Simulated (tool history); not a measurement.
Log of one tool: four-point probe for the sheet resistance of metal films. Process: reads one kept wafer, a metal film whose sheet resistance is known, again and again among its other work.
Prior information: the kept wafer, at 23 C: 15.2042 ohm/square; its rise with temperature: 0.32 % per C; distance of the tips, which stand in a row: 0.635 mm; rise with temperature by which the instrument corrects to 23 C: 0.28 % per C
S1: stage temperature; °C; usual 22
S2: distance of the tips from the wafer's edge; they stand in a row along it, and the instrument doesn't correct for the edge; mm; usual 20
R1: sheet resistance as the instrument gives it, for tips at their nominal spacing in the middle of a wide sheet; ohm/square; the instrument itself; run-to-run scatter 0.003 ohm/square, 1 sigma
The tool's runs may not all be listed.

| run | day | S1 | S2 | R1 |
|---|---|---|---|---|
| 1 | 0.000 | 22 | 20 | 15.246758 |
| 2 | 3.408 | 22 | 5 | 15.362868 |
| 3 | 5.538 | 22 | 5 | 15.361507 |
| 4 | 8.767 | 22 | 62 | 15.219816 |
| 5 | 11.471 | 22 | 20 | 15.234589 |
| 6 | 15.217 | 22 | 20 | 15.231344 |
| 7 | 17.758 | 22 | 20 | 15.226266 |
| 8 | 20.746 | 35 | 10 | 15.321680 |
| 9 | 22.629 | 35 | 10 | 15.319992 |
| 10 | 25.838 | 35 | 10 | 15.325642 |
| 11 | 28.142 | 35 | 10 | 15.319512 |
| 12 | 30.112 | 22 | 47 | 15.207304 |
| 13 | 32.067 | 21 | 8 | 15.247862 |

3 options for the next run, each taken on its own from the tool as it stands now. Forecast them:
| A | 34.462 | 26 | 21 | ? |
| B | 34.462 | 26 | 3 | ? |
| C | 34.462 | 21 | 9 | ? |

| run | R1 |
|---|---|
| A | 15.235764 |
| B | 15.588668 |
| C | 15.242952 |
Had the tool no hidden state, the same runs would have come out as:
| run | R1 |
|---|---|
| A | 15.229708 |
| B | 15.582499 |
| C | 15.237029 |
